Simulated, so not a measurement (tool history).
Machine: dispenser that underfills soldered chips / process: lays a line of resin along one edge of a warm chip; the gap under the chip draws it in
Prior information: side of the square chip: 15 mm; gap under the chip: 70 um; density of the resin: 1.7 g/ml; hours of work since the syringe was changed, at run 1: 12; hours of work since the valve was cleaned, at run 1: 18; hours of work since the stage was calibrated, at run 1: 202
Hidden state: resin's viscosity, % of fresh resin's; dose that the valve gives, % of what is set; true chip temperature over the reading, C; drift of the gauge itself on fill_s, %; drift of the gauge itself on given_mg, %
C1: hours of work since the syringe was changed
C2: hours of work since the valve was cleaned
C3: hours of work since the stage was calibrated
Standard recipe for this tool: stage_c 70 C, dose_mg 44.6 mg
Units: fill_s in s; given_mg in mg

run 1 hour=0.0 | stage_c=70 dose_mg=44.6 | C1=12 C2=18 C3=202 | fill_s=387.1 given_mg=44.11
-- hour=1.0 new syringe of resin
run 2 hour=5.5 | stage_c=70 dose_mg=44.6 | C1=4 C2=22 C3=206 | fill_s=239.6 given_mg=44.00
run 3 hour=12.9 | stage_c=70 dose_mg=44.6 | C1=9 C2=28 C3=212 | fill_s=340.2 given_mg=44.14
-- hour=16.6 new syringe of resin
run 4 hour=18.9 | stage_c=58 dose_mg=44.6 | C1=2 C2=32 C3=217 | fill_s=411.7 given_mg=44.11
run 5 hour=25.5 | stage_c=75 dose_mg=44.6 | C1=7 C2=38 C3=222 | fill_s=222.1 given_mg=43.41
-- hour=32.2 new syringe of resin
run 6 hour=33.2 | stage_c=75 dose_mg=38.8 | C1=1 C2=44 C3=228 | fill_s=154.5 given_mg=37.84
run 7 hour=41.0 | stage_c=75 dose_mg=38.8 | C1=7 C2=50 C3=234 | fill_s=228.6 given_mg=37.69
-- hour=47.9 new syringe of resin
run 8 hour=48.2 | stage_c=75 dose_mg=38.8 | C1=0 C2=55 C3=240 | fill_s=147.6 given_mg=37.39
run 9 hour=52.9 | stage_c=70 dose_mg=44.6 | C1=4 C2=59 C3=243 | fill_s=237.9 given_mg=43.04
run 10 hour=61.5 | stage_c=70 dose_mg=44.6 | C1=11 C2=66 C3=250 | fill_s=360.6 given_mg=42.81
-- hour=63.3 new syringe of resin
run 11 hour=70.0 | stage_c=61 dose_mg=44.6 | C1=5 C2=73 C3=257 | fill_s=424.7 given_mg=42.52
run 12 hour=76.5 | stage_c=61 dose_mg=44.6 | C1=11 C2=78 C3=262 | fill_s=579.0 given_mg=42.55
-- hour=78.8 new syringe of resin
run 13 hour=84.7 | stage_c=70 dose_mg=42.8 | C1=5 C2=84 C3=268 | fill_s=248.2 given_mg=40.73
-- hour=94.4 new syringe of resin
run 14 hour=94.4 | stage_c=70 dose_mg=42.8 | C1=0 C2=91 C3=276 | fill_s=187.7 given_mg=40.35
run 15 hour=103.6 | stage_c=70 dose_mg=42.8 | C1=7 C2=99 C3=283 | fill_s=291.7 given_mg=40.22
-- hour=105.0 dispensing valve cleaned and set on the balance
run 16 hour=109.0 | stage_c=72 dose_mg=44.6 | C1=11 C2=3 C3=287 | fill_s=320.1 given_mg=44.61
-- hour=110.9 new syringe of resin
run 17 hour=114.0 | stage_c=72 dose_mg=44.6 | C1=2 C2=7 C3=290 | fill_s=193.0 given_mg=44.07
run 18 hour=118.5 | stage_c=65 dose_mg=44.6 | C1=6 C2=11 C3=294 | fill_s=348.1 given_mg=44.42
run 19 hour=125.0 | stage_c=65 dose_mg=44.6 | C1=11 C2=16 C3=299 | fill_s=467.7 given_mg=44.05
-- hour=126.8 new syringe of resin
run 20 hour=129.9 | stage_c=65 dose_mg=44.6 | C1=3 C2=19 C3=303 | fill_s=288.2 given_mg=44.23
run 21 hour=134.9 | stage_c=56 dose_mg=46.7 | C1=7 C2=23 C3=307 | fill_s=596.6 given_mg=46.05
run 22 hour=138.9 | stage_c=56 dose_mg=50.8 | C1=10 C2=27 C3=310 | fill_s=715.5 given_mg=50.23
-- hour=142.2 new syringe of resin
run 23 hour=148.7 | stage_c=69 dose_mg=43.8 | C1=5 C2=34 C3=318 | fill_s=265.1 given_mg=42.82
run 24 hour=154.2 | stage_c=72 dose_mg=54.5 | C1=10 C2=39 C3=322 | fill_s=295.9 given_mg=53.17
-- hour=157.8 new syringe of resin
run 25 hour=159.8 | stage_c=61 dose_mg=45.0 | C1=2 C2=43 C3=326 | fill_s=327.8 given_mg=44.03
run 26 hour=167.4 | stage_c=61 dose_mg=58.0 | C1=8 C2=49 C3=332 | fill_s=464.6 given_mg=56.80
-- hour=173.3 new syringe of resin
run 27 hour=175.4 | stage_c=69 dose_mg=38.7 | C1=2 C2=55 C3=339 | fill_s=223.7 given_mg=37.30
run 28 hour=180.4 | stage_c=69 dose_mg=38.7 | C1=6 C2=59 C3=343 | fill_s=281.9 given_mg=37.55
-- hour=189.1 new syringe of resin
run 29 hour=190.3 | stage_c=70 dose_mg=57.0 | C1=1 C2=67 C3=350 | fill_s=193.9 given_mg=54.92
run 30 hour=200.0 | stage_c=70 dose_mg=57.0 | C1=9 C2=74 C3=358 | fill_s=306.3 given_mg=55.15
-- hour=204.8 new syringe of resin
run 31 hour=207.3 | stage_c=66 dose_mg=43.0 | C1=2 C2=80 C3=364 | fill_s=252.5 given_mg=40.81
run 32 hour=214.8 | stage_c=71 dose_mg=49.6 | C1=8 C2=86 C3=370 | fill_s=274.9 given_mg=47.04
-- hour=220.2 new syringe of resin
run 33 hour=223.4 | stage_c=64 dose_mg=49.0 | C1=3 C2=93 C3=376 | fill_s=290.3 given_mg=46.35
-- hour=233.0 dispensing valve cleaned and set on the balance
run 34 hour=233.9 | stage_c=62 dose_mg=49.0 | C1=10 C2=1 C3=384 | fill_s=510.1 given_mg=49.02
-- hour=237.1 new syringe of resin
run 35 hour=240.4 | stage_c=71 dose_mg=45.7 | C1=3 C2=6 C3=389 | fill_s=199.5 given_mg=45.23

Measured minus without-hidden-state, run by run (identical run-to-run variation in each term; gauge scatter may differ):
run=1 fill_s=+182.1 given_mg=-0.49
run=2 fill_s=+31.4 given_mg=-0.61
run=3 fill_s=+133.1 given_mg=-0.77
run=4 fill_s=+6.4 given_mg=-0.90
run=5 fill_s=+63.6 given_mg=-1.03
run=6 fill_s=-6.3 given_mg=-1.04
run=7 fill_s=+64.9 given_mg=-1.18
run=8 fill_s=-13.8 given_mg=-1.30
run=9 fill_s=+28.6 given_mg=-1.60
run=10 fill_s=+150.3 given_mg=-1.79
run=11 fill_s=+85.4 given_mg=-1.96
run=12 fill_s=+240.5 given_mg=-2.12
run=13 fill_s=+42.6 given_mg=-2.20
run=14 fill_s=-18.3 given_mg=-2.38
run=15 fill_s=+86.4 given_mg=-2.58
run=16 fill_s=+136.3 given_mg=-0.03
run=17 fill_s=+9.0 given_mg=-0.12
run=18 fill_s=+78.9 given_mg=-0.22
run=19 fill_s=+202.6 given_mg=-0.37
run=20 fill_s=+12.3 given_mg=-0.47
run=21 fill_s=+143.5 given_mg=-0.60
run=22 fill_s=+267.4 given_mg=-0.74
run=23 fill_s=+49.4 given_mg=-0.85
run=24 fill_s=+111.7 given_mg=-1.22
run=25 fill_s=-13.1 given_mg=-1.13
run=26 fill_s=+127.7 given_mg=-1.71
run=27 fill_s=-1.3 given_mg=-1.27
run=28 fill_s=+58.7 given_mg=-1.37
run=29 fill_s=-11.9 given_mg=-2.28
run=30 fill_s=+101.5 given_mg=-2.57
run=31 fill_s=-2.0 given_mg=-2.04
run=32 fill_s=+81.0 given_mg=-2.54
run=33 fill_s=+7.6 given_mg=-2.71
run=34 fill_s=+193.6 given_mg=-0.22
run=35 fill_s=+3.2 given_mg=-0.34

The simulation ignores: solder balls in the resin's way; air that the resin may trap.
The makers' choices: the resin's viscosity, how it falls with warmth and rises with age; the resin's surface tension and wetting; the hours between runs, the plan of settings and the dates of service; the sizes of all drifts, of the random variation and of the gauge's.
